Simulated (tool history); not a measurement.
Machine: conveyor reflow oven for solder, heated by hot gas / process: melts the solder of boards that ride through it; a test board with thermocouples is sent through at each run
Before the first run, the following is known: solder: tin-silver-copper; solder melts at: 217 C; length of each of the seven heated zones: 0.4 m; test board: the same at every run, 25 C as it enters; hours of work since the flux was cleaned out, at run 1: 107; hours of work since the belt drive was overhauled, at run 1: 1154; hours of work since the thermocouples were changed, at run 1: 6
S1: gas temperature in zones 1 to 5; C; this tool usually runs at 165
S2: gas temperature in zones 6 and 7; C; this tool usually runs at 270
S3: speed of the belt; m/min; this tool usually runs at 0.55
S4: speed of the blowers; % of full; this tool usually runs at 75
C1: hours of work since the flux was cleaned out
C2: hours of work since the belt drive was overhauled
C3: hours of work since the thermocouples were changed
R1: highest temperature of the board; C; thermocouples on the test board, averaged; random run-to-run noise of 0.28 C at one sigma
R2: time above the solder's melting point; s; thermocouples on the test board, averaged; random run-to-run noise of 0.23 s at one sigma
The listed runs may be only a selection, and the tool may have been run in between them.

Run 1, day 0: usual settings; C1 107; C2 1154; C3 6. Result: R1 257.2 C, R2 67.9 s.
Run 2, day 3.025: usual settings but S4 58 % of full; C1 141; C2 1188; C3 39. Result: R1 252.8 C, R2 63.2 s.
Run 3, day 4.575: usual settings but S3 0.49 m/min, S4 58 % of full; C1 158; C2 1205; C3 57. Result: R1 255.9 C, R2 75.5 s.
Run 4, day 6.558: usual settings but S2 271 C; C1 180; C2 1228; C3 79. Result: R1 257.2 C, R2 67.8 s.
At day 9.029: flux residue cleaned out of gas plates and filters.
Run 5, day 10.075: usual settings but S2 271 C; C1 12; C2 1264; C3 116. Result: R1 258.1 C, R2 69.1 s.
Run 6, day 12.371: usual settings but S2 271 C, S3 0.56 m/min; C1 37; C2 1290; C3 141. Result: R1 257.4 C, R2 66.8 s.
Run 7, day 14.733: usual settings; C1 64; C2 1316; C3 168. Result: R1 256.7 C, R2 68.1 s.
Run 8, day 16.746: usual settings but S1 178 C; C1 86; C2 1339; C3 190. Result: R1 258.4 C, R2 73.5 s.
Run 9, day 19.458: usual settings but S1 178 C; C1 116; C2 1369; C3 220. Result: R1 258.3 C, R2 73.7 s.
Run 10, day 22.192: usual settings but S1 178 C; C1 147; C2 1399; C3 251. Result: R1 257.8 C, R2 73.7 s.
Run 11, day 25.042: usual settings; C1 178; C2 1431; C3 282. Result: R1 255.8 C, R2 67.3 s.
At day 26.554: belt drive overhauled, speed set with a stopwatch.
At day 27.804: flux residue cleaned out of gas plates and filters.
Run 12, day 28.779: usual settings; C1 11; C2 23; C3 320. Result: R1 256.6 C, R2 67 s.
Run 13, day 30.304: usual settings; C1 28; C2 39; C3 337. Result: R1 255.9 C, R2 66.7 s.
Run 14, day 33.796: usual settings; C1 67; C2 78; C3 376. Result: R1 256.5 C, R2 66.2 s.
Run 15, day 36.762: usual settings; C1 100; C2 111; C3 409. Result: R1 256.4 C, R2 66.2 s.
Run 16, day 39.292: usual settings but S2 264 C, S3 0.573 m/min, S4 73 % of full; C1 128; C2 140; C3 437. Result: R1 248.4 C, R2 56.9 s.
Run 17, day 43.033: usual settings but S2 264 C, S3 0.573 m/min, S4 73 % of full; C1 170; C2 181; C3 479. Result: R1 248.9 C, R2 57.1 s.
Run 18, day 45.092: usual settings but S2 264 C, S3 0.454 m/min, S4 73 % of full; C1 193; C2 204; C3 502. Result: R1 254.2 C, R2 80.7 s.
At day 46.271: flux residue cleaned out of gas plates and filters.
Run 19, day 48.233: usual settings but S2 264 C, S3 0.618 m/min, S4 73 % of full; C1 22; C2 237; C3 534. Result: R1 246.9 C, R2 51.5 s.
Run 20, day 51.354: usual settings but S2 264 C, S3 0.618 m/min, S4 73 % of full; C1 57; C2 272; C3 569. Result: R1 246.8 C, R2 51.1 s.
Run 21, day 53.742: usual settings but S2 259 C, S3 0.582 m/min, S4 80 % of full; C1 83; C2 298; C3 596. Result: R1 245.1 C, R2 54.2 s.
Run 22, day 57.004: usual settings but S3 0.532 m/min; C1 120; C2 335; C3 632. Result: R1 256.5 C, R2 69.2 s.
Run 23, day 60.054: usual settings but S1 177 C, S3 0.442 m/min, S4 52 % of full; C1 154; C2 369; C3 666. Result: R1 258.7 C, R2 90.5 s.
Run 24, day 62.6: usual settings but S1 177 C, S3 0.442 m/min, S4 52 % of full; C1 182; C2 397; C3 694. Result: R1 258.1 C, R2 90.7 s.
Run 25, day 64.312: usual settings but S4 51 % of full; C1 201; C2 416; C3 713. Result: R1 248.8 C, R2 58.7 s.

What will run 26 give?
At day 64.75: flux residue cleaned out of gas plates and filters.
Run 26, day 67.483: usual settings but S1 173 C, S2 278 C, S3 0.503 m/min, S4 66 % of full; C1 30; C2 449; C3 746. Result: R1 ?, R2 ?.

R1: 265 C
R2: 81.7 s
The same run, on a tool lacking any hidden state, would have yielded R1 266.2 C, R2 81.8 s.
